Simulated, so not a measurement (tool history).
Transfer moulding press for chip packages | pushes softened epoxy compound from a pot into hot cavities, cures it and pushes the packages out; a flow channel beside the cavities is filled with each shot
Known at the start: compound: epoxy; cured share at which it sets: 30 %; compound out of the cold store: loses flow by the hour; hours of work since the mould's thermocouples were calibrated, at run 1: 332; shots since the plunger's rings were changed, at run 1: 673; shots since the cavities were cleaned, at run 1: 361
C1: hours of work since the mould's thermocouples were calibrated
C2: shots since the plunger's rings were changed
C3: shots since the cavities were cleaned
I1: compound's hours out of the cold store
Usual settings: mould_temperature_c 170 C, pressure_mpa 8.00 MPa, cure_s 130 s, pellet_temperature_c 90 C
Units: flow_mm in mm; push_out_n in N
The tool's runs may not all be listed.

run 1 hour=0.0 | mould_temperature_c=170 pressure_mpa=8.00 cure_s=130 pellet_temperature_c=90 | C1=332 C2=673 C3=361 | I1=18.1 | flow_mm=541 push_out_n=355
run 2 hour=24.0 | mould_temperature_c=170 pressure_mpa=8.00 cure_s=130 pellet_temperature_c=83 | C1=345 C2=861 C3=549 | I1=47.9 | flow_mm=502 push_out_n=349
-- hour=37.1 cavities cleaned with cleaning compound and waxed
run 3 hour=60.3 | mould_temperature_c=170 pressure_mpa=8.00 cure_s=130 pellet_temperature_c=83 | C1=366 C2=1133 C3=182 | I1=33.3 | flow_mm=520 push_out_n=349
run 4 hour=86.9 | mould_temperature_c=170 pressure_mpa=8.00 cure_s=130 pellet_temperature_c=83 | C1=381 C2=1342 C3=391 | I1=27.7 | flow_mm=526 push_out_n=358
-- hour=118.4 cavities cleaned with cleaning compound and waxed
run 5 hour=124.2 | mould_temperature_c=170 pressure_mpa=8.00 cure_s=113 pellet_temperature_c=83 | C1=402 C2=1622 C3=45 | I1=17.1 | flow_mm=541 push_out_n=448
run 6 hour=145.7 | mould_temperature_c=170 pressure_mpa=9.08 cure_s=130 pellet_temperature_c=90 | C1=414 C2=1790 C3=213 | I1=34.7 | flow_mm=550 push_out_n=336
run 7 hour=165.0 | mould_temperature_c=170 pressure_mpa=9.08 cure_s=130 pellet_temperature_c=90 | C1=425 C2=1942 C3=365 | I1=10.5 | flow_mm=587 push_out_n=364
run 8 hour=193.9 | mould_temperature_c=170 pressure_mpa=8.00 cure_s=130 pellet_temperature_c=90 | C1=442 C2=2168 C3=591 | I1=19.6 | flow_mm=540 push_out_n=365
-- hour=200.0 cavities cleaned with cleaning compound and waxed
run 9 hour=228.0 | mould_temperature_c=170 pressure_mpa=9.62 cure_s=130 pellet_temperature_c=90 | C1=461 C2=2424 C3=220 | I1=25.4 | flow_mm=579 push_out_n=352
run 10 hour=258.7 | mould_temperature_c=170 pressure_mpa=8.00 cure_s=130 pellet_temperature_c=93 | C1=479 C2=2664 C3=460 | I1=8.4 | flow_mm=554 push_out_n=364
-- hour=282.2 plunger's sealing rings changed
-- hour=283.7 cavities cleaned with cleaning compound and waxed
run 11 hour=288.2 | mould_temperature_c=170 pressure_mpa=8.00 cure_s=130 pellet_temperature_c=93 | C1=494 C2=35 C3=35 | I1=10.6 | flow_mm=549 push_out_n=363
run 12 hour=315.3 | mould_temperature_c=170 pressure_mpa=8.00 cure_s=164 pellet_temperature_c=90 | C1=509 C2=247 C3=247 | I1=10.5 | flow_mm=550 push_out_n=317
run 13 hour=345.8 | mould_temperature_c=170 pressure_mpa=8.00 cure_s=164 pellet_temperature_c=90 | C1=527 C2=486 C3=486 | I1=47.0 | flow_mm=500 push_out_n=303
run 14 hour=361.5 | mould_temperature_c=170 pressure_mpa=6.08 cure_s=164 pellet_temperature_c=90 | C1=536 C2=609 C3=609 | I1=34.9 | flow_mm=448 push_out_n=311
-- hour=365.5 cavities cleaned with cleaning compound and waxed
run 15 hour=380.9 | mould_temperature_c=170 pressure_mpa=9.90 cure_s=163 pellet_temperature_c=94 | C1=547 C2=749 C3=121 | I1=45.2 | flow_mm=561 push_out_n=299
run 16 hour=410.0 | mould_temperature_c=169 pressure_mpa=8.64 cure_s=139 pellet_temperature_c=91 | C1=563 C2=977 C3=349 | I1=42.5 | flow_mm=531 push_out_n=350
run 17 hour=445.1 | mould_temperature_c=165 pressure_mpa=7.84 cure_s=139 pellet_temperature_c=91 | C1=584 C2=1252 C3=624 | I1=23.6 | flow_mm=538 push_out_n=427
-- hour=448.7 cavities cleaned with cleaning compound and waxed
run 18 hour=467.5 | mould_temperature_c=164 pressure_mpa=8.00 cure_s=130 pellet_temperature_c=90 | C1=596 C2=1416 C3=148 | I1=12.1 | flow_mm=564 push_out_n=530
run 19 hour=503.2 | mould_temperature_c=172 pressure_mpa=8.70 cure_s=130 pellet_temperature_c=90 | C1=617 C2=1696 C3=428 | I1=41.4 | flow_mm=524 push_out_n=321
run 20 hour=526.5 | mould_temperature_c=163 pressure_mpa=8.70 cure_s=116 pellet_temperature_c=90 | C1=630 C2=1878 C3=610 | I1=47.4 | flow_mm=540 push_out_n=684
-- hour=531.3 cavities cleaned with cleaning compound and waxed
run 21 hour=554.1 | mould_temperature_c=164 pressure_mpa=8.00 cure_s=130 pellet_temperature_c=83 | C1=645 C2=2083 C3=179 | I1=19.9 | flow_mm=553 push_out_n=530
run 22 hour=585.2 | mould_temperature_c=164 pressure_mpa=6.49 cure_s=116 pellet_temperature_c=83 | C1=663 C2=2326 C3=422 | I1=42.5 | flow_mm=470 push_out_n=636
run 23 hour=603.4 | mould_temperature_c=164 pressure_mpa=6.25 cure_s=147 pellet_temperature_c=90 | C1=674 C2=2468 C3=564 | I1=17.1 | flow_mm=493 push_out_n=436
-- hour=613.0 cavities cleaned with cleaning compound and waxed
run 24 hour=629.0 | mould_temperature_c=167 pressure_mpa=6.34 cure_s=147 pellet_temperature_c=90 | C1=688 C2=2657 C3=125 | I1=17.6 | flow_mm=486 push_out_n=353
-- hour=653.7 plunger's sealing rings changed
run 25 hour=653.7 | mould_temperature_c=170 pressure_mpa=8.52 cure_s=130 pellet_temperature_c=98 | C1=701 C2=0 C3=299 | I1=19.6 | flow_mm=556 push_out_n=369
run 26 hour=680.0 | mould_temperature_c=170 pressure_mpa=8.00 cure_s=130 pellet_temperature_c=87 | C1=716 C2=207 C3=506 | I1=47.0 | flow_mm=502 push_out_n=348
-- hour=698.1 cavities cleaned with cleaning compound and waxed
run 27 hour=714.0 | mould_temperature_c=170 pressure_mpa=8.00 cure_s=130 pellet_temperature_c=87 | C1=735 C2=461 C3=125 | I1=46.3 | flow_mm=500 push_out_n=351
run 28 hour=738.8 | mould_temperature_c=170 pressure_mpa=6.25 cure_s=130 pellet_temperature_c=90 | C1=749 C2=655 C3=319 | I1=26.5 | flow_mm=468 push_out_n=355

Forecast each of these 3 alternatives for the next run:
run A hour=754.3 | mould_temperature_c=162 pressure_mpa=9.54 cure_s=150 pellet_temperature_c=90 | C1=758 C2=777 C3=441 | I1=46.9 | flow_mm=? push_out_n=?
run B hour=754.3 | mould_temperature_c=170 pressure_mpa=8.00 cure_s=130 pellet_temperature_c=98 | C1=758 C2=777 C3=441 | I1=27.0 | flow_mm=? push_out_n=?
run C hour=754.3 | mould_temperature_c=172 pressure_mpa=8.00 cure_s=157 pellet_temperature_c=89 | C1=758 C2=777 C3=441 | I1=34.3 | flow_mm=? push_out_n=?

run=A flow_mm=565 push_out_n=444
run=B flow_mm=531 push_out_n=359
run=C flow_mm=511 push_out_n=306
Without the tool's hidden state the same runs would have given:
run=A flow_mm=565 push_out_n=440
run=B flow_mm=531 push_out_n=357
run=C flow_mm=511 push_out_n=304

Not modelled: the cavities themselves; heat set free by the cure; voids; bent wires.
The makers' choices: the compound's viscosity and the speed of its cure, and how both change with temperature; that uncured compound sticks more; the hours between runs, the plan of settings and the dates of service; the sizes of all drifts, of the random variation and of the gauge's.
